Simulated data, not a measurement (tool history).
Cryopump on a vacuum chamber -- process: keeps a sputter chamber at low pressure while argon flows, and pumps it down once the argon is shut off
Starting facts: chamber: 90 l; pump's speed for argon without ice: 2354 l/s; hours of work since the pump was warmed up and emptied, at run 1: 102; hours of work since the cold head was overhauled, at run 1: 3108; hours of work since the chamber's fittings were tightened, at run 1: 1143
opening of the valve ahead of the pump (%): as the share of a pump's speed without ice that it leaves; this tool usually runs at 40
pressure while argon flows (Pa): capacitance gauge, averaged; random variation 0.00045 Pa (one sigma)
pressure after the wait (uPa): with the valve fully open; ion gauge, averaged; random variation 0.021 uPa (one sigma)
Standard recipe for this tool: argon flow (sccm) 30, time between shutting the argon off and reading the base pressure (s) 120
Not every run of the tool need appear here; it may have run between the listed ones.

run   hour  argon flow (sccm)  time between shutting the argon off and reading the base pressure (s)  opening of the valve ahead of the pump (%)  hours of work since the pump was warmed up and emptied  hours of work since the cold head was overhauled  hours of work since the chamber's fittings were tightened  pressure while argon flows (Pa)  pressure after the wait (uPa)
  1      0                 30                                                                    120                                          40                                                     102                                              3108                                                       1143                           0.0557                           1.15
  2   81.7                 30                                                                    120                                          40                                                     164                                              3169                                                       1204                           0.0564                           1.16
  3    136                 30                                                                    120                                          40                                                     204                                              3210                                                       1245                           0.0566                           1.22
  4  200.5                 30                                                                    120                                          40                                                     253                                              3258                                                       1294                           0.0576                           1.29
  5  310.5                 30                                                                    120                                          40                                                     336                                              3341                                                       1376                           0.0586                           1.38
  6    393                 30                                                                    120                                          40                                                     397                                              3403                                                       1438                           0.0583                           1.43
  7  457.2                 21                                                                     79                                          45                                                     446                                              3451                                                       1486                           0.0373                           1.64
     478.5  -- pump warmed up, emptied and cooled again
  8  538.9                 14                                                                     74                                          28                                                      45                                              3509                                                       1544                           0.0366                           1.49
  9  642.4                 14                                                                     74                                          28                                                     123                                              3586                                                       1622                           0.0364                           1.62
 10  712.9                 20                                                                     25                                          24                                                     176                                              3639                                                       1675                           0.0618                           2.43
 11  767.5                 20                                                                     25                                          24                                                     217                                              3680                                                       1716                           0.0619                           2.47
     846.7  -- leaking fittings of the chamber tightened, without venting
 12  847.1                 13                                                                     25                                          34                                                     275                                              3739                                                          0                           0.0284                           1.29

Below are 5 alternative next runs, each starting from the tool's condition after run 12. Predict each:
  A  921.4                 13                                                                     25                                          50                                                     331                                              3794                                                         56                                ?                              ?
  B  921.4                 30                                                                     22                                          38                                                     331                                              3794                                                         56                                ?                              ?
  C  921.4                 13                                                                     25                                          29                                                     331                                              3794                                                         56                                ?                              ?
  D  921.4                 34                                                                     53                                          34                                                     331                                              3794                                                         56                                ?                              ?
  E  921.4                 24                                                                     25                                          17                                                     331                                              3794                                                         56                                ?                              ?

run  pressure while argon flows (Pa)  pressure after the wait (uPa)
  A                           0.0198                           1.37
  B                           0.0606                           1.56
  C                           0.0342                           1.42
  D                           0.0775                           0.79
  E                           0.1039                           1.39
Without the tool's hidden state the same runs would have given:
run  pressure while argon flows (Pa)  pressure after the wait (uPa)
  A                           0.0182                            1.3
  B                           0.0569                           1.49
  C                           0.0326                           1.34
  D                           0.0733                           0.72
  E                            0.101                           1.32
